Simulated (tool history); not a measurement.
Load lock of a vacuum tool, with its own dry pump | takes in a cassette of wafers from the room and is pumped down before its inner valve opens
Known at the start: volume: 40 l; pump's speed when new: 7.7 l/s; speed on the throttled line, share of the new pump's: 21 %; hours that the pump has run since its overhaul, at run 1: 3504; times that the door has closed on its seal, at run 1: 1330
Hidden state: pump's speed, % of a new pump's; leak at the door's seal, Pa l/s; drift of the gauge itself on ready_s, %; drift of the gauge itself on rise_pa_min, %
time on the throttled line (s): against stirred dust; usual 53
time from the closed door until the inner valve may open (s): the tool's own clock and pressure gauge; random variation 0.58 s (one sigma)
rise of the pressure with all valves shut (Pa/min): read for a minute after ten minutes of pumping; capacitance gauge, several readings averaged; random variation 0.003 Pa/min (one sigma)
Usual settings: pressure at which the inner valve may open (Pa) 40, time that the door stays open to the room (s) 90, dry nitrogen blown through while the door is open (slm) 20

run	hour	time on the throttled line (s)	pressure at which the inner valve may open (Pa)	time that the door stays open to the room (s)	dry nitrogen blown through while the door is open (slm)	hours that the pump has run since its overhaul	times that the door has closed on its seal	incoming humidity of the room's air, %	time from the closed door until the inner valve may open (s)	rise of the pressure with all valves shut (Pa/min)
1	0.0	53	40	90	20	3504	1330	46.8	82.3	0.044
2	96.6	53	40	90	20	3600	1543	49.7	81.6	0.048
3	190.7	53	40	90	20	3694	1750	42.6	81.3	0.042
4	289.6	53	40	90	20	3793	1967	41.7	82.1	0.035
5	343.6	27	40	90	20	3847	2086	45.2	62.2	0.045
6	446.6	53	40	90	20	3950	2313	42.7	83.6	0.040
7	497.0	53	40	90	20	4001	2424	44.9	82.0	0.041
8	590.9	53	40	90	20	4095	2631	42.4	82.9	0.041
9	682.1	68	40	90	20	4186	2832	47.9	94.5	0.043
10	729.6	68	40	90	20	4233	2936	44.7	94.2	0.044
11	805.0	68	40	90	20	4309	3103	46.9	94.0	0.040
12	866.9	68	40	90	20	4371	3239	41.1	93.5	0.034
13	929.2	68	40	90	20	4433	3376	46.8	93.4	0.037
14	984.2	68	40	90	20	4488	3497	42.6	94.0	0.039
15	1049.2	68	40	90	20	4553	3640	42.4	94.7	0.039
16	1132.7	68	40	90	20	4636	3824	45.8	94.7	0.043
17	1187.9	68	40	90	20	4692	3946	46.4	94.7	0.041
18	1236.5	68	40	90	20	4740	4053	47.2	94.0	0.048
19	1313.1	53	52	90	20	4817	4222	45.6	80.8	0.042
20	1379.9	93	52	103	20	4884	4369	46.7	111.6	0.046
21	1448.9	27	30	103	20	4953	4521	46.9	63.7	0.046
22	1518.6	27	30	62	16	5022	4674	41.8	63.2	0.038
23	1620.6	93	65	90	20	5124	4899	44.6	112.1	0.046
24	1695.0	61	67	218	14	5199	5063	48.1	86.6	0.104
25	1749.6	77	75	44	21	5253	5183	46.4	98.3	0.026
26	1845.5	65	36	89	23	5349	5394	43.5	91.6	0.039
27	1938.5	65	36	89	23	5442	5599	46.6	92.7	0.038
28	2005.7	65	36	89	23	5509	5747	45.9	92.4	0.038
29	2049.0	65	41	89	11	5553	5842	46.2	92.4	0.057
30	2127.8	65	41	89	11	5632	6016	44.5	91.8	0.051
31	2227.2	53	33	90	8	5731	6235	47.9	83.5	0.068

4 ways to go on from here, each from the tool as it stands after run 31. What would each give?
A	2299.5	53	43	183	12	5803	6394	42.9	?	?
B	2299.5	92	39	90	8	5803	6394	43.8	?	?
C	2299.5	53	69	90	4	5803	6394	45.0	?	?
D	2299.5	37	40	90	20	5803	6394	47.2	?	?

run	time from the closed door until the inner valve may open (s)	rise of the pressure with all valves shut (Pa/min)
A	82.7	0.091
B	114.1	0.054
C	79.3	0.074
D	70.5	0.038
Without the tool's hidden state the same runs would have given:
run	time from the closed door until the inner valve may open (s)	rise of the pressure with all valves shut (Pa/min)
A	82.7	0.091
B	114.1	0.054
C	79.3	0.074
D	70.5	0.038
